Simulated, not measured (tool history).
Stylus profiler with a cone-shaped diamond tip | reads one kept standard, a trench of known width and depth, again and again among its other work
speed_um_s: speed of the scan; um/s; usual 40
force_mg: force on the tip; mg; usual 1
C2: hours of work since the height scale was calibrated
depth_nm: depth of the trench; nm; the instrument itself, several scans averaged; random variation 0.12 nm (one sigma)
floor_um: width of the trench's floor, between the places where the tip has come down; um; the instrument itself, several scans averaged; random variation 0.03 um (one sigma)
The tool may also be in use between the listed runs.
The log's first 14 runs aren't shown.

{"run": 15, "day": 29.667, "speed_um_s": 40, "force_mg": 1, "scans with this tip": 3182, "C2": 214, "depth_nm": 503.24, "floor_um": 25.9}
{"run": 16, "day": 31.383, "speed_um_s": 40, "force_mg": 2.76, "scans with this tip": 3616, "C2": 243, "depth_nm": 506.65, "floor_um": 25.88}
{"run": 17, "day": 33.467, "speed_um_s": 40, "force_mg": 1, "scans with this tip": 4144, "C2": 278, "depth_nm": 502.7, "floor_um": 25.61}
{"run": 18, "day": 36.371, "speed_um_s": 41, "force_mg": 1, "scans with this tip": 4878, "C2": 327, "depth_nm": 502.91, "floor_um": 25.36}
{"run": 19, "day": 38.921, "speed_um_s": 41, "force_mg": 1, "scans with this tip": 5523, "C2": 371, "depth_nm": 502.64, "floor_um": 25.31}
{"run": 20, "day": 40.412, "speed_um_s": 41, "force_mg": 1, "scans with this tip": 5900, "C2": 396, "depth_nm": 502.95, "floor_um": 25.21}
{"run": 21, "day": 41.942, "speed_um_s": 136, "force_mg": 0.52, "scans with this tip": 6287, "C2": 422, "depth_nm": 501.62, "floor_um": 24.22}
{"run": 22, "day": 43.35, "speed_um_s": 136, "force_mg": 0.52, "scans with this tip": 6644, "C2": 446, "depth_nm": 501.49, "floor_um": 24.12}
{"run": 23, "day": 45.046, "speed_um_s": 15, "force_mg": 1.06, "scans with this tip": 7072, "C2": 475, "depth_nm": 502.88, "floor_um": 25}
{"run": 24, "day": 46.875, "speed_um_s": 139, "force_mg": 1.78, "scans with this tip": 7535, "C2": 506, "depth_nm": 504.59, "floor_um": 24.46}
{"day": 47.171, "done": "height scale calibrated on a step standard"}
{"run": 25, "day": 48.633, "speed_um_s": 139, "force_mg": 1.78, "scans with this tip": 7974, "C2": 25, "depth_nm": 503.74, "floor_um": 24.25}
{"day": 49.188, "done": "new tip fitted, height scale calibrated"}
{"run": 26, "day": 51.721, "speed_um_s": 16, "force_mg": 1.83, "scans with this tip": 641, "C2": 43, "depth_nm": 505.13, "floor_um": 27.01}
{"run": 27, "day": 54.575, "speed_um_s": 22, "force_mg": 1, "scans with this tip": 1362, "C2": 91, "depth_nm": 503.08, "floor_um": 26.61}
{"run": 28, "day": 55.838, "speed_um_s": 43, "force_mg": 1.5, "scans with this tip": 1682, "C2": 113, "depth_nm": 504.27, "floor_um": 26.37}
{"run": 29, "day": 57.967, "speed_um_s": 43, "force_mg": 1.5, "scans with this tip": 2220, "C2": 149, "depth_nm": 504.49, "floor_um": 26.24}
{"run": 30, "day": 60.867, "speed_um_s": 11, "force_mg": 0.65, "scans with this tip": 2954, "C2": 198, "depth_nm": 502.03, "floor_um": 26.06}
{"run": 31, "day": 63.429, "speed_um_s": 70, "force_mg": 1.73, "scans with this tip": 3602, "C2": 242, "depth_nm": 504.7, "floor_um": 25.71}
{"day": 64.592, "done": "height scale calibrated on a step standard, once more"}
{"run": 32, "day": 64.771, "speed_um_s": 70, "force_mg": 1.73, "scans with this tip": 3937, "C2": 3, "depth_nm": 505, "floor_um": 25.58}
{"run": 33, "day": 66.362, "speed_um_s": 70, "force_mg": 1.73, "scans with this tip": 4339, "C2": 30, "depth_nm": 504.93, "floor_um": 25.43}
{"run": 34, "day": 68.346, "speed_um_s": 103, "force_mg": 0.91, "scans with this tip": 4841, "C2": 64, "depth_nm": 503.24, "floor_um": 24.95}
{"run": 35, "day": 71.004, "speed_um_s": 103, "force_mg": 0.91, "scans with this tip": 5514, "C2": 109, "depth_nm": 503.19, "floor_um": 24.81}
{"run": 36, "day": 74.008, "speed_um_s": 103, "force_mg": 0.91, "scans with this tip": 6273, "C2": 160, "depth_nm": 503.08, "floor_um": 24.61}
{"run": 37, "day": 75.442, "speed_um_s": 121, "force_mg": 1.57, "scans with this tip": 6636, "C2": 184, "depth_nm": 504.45, "floor_um": 24.59}

5 ways to go on from here, each from the tool as it stands after run 37. What would each give?
{"run": "A", "day": 76.908, "speed_um_s": 40, "force_mg": 0.49, "scans with this tip": 7007, "C2": 209, "depth_nm": "?", "floor_um": "?"}
{"run": "B", "day": 76.908, "speed_um_s": 48, "force_mg": 0.65, "scans with this tip": 7007, "C2": 209, "depth_nm": "?", "floor_um": "?"}
{"run": "C", "day": 76.908, "speed_um_s": 126, "force_mg": 1.79, "scans with this tip": 7007, "C2": 209, "depth_nm": "?", "floor_um": "?"}
{"run": "D", "day": 76.908, "speed_um_s": 12, "force_mg": 0.65, "scans with this tip": 7007, "C2": 209, "depth_nm": "?", "floor_um": "?"}
{"run": "E", "day": 76.908, "speed_um_s": 119, "force_mg": 0.49, "scans with this tip": 7007, "C2": 209, "depth_nm": "?", "floor_um": "?"}

run=A depth_nm=502.02 floor_um=24.7
run=B depth_nm=502.1 floor_um=24.74
run=C depth_nm=504.78 floor_um=24.52
run=D depth_nm=502.3 floor_um=24.98
run=E depth_nm=501.82 floor_um=24.08
Without the tool's hidden state the same runs would have given:
run=A depth_nm=502.31 floor_um=26.99
run=B depth_nm=502.39 floor_um=27.03
run=C depth_nm=505.07 floor_um=26.81
run=D depth_nm=502.59 floor_um=27.27
run=E depth_nm=502.11 floor_um=26.37
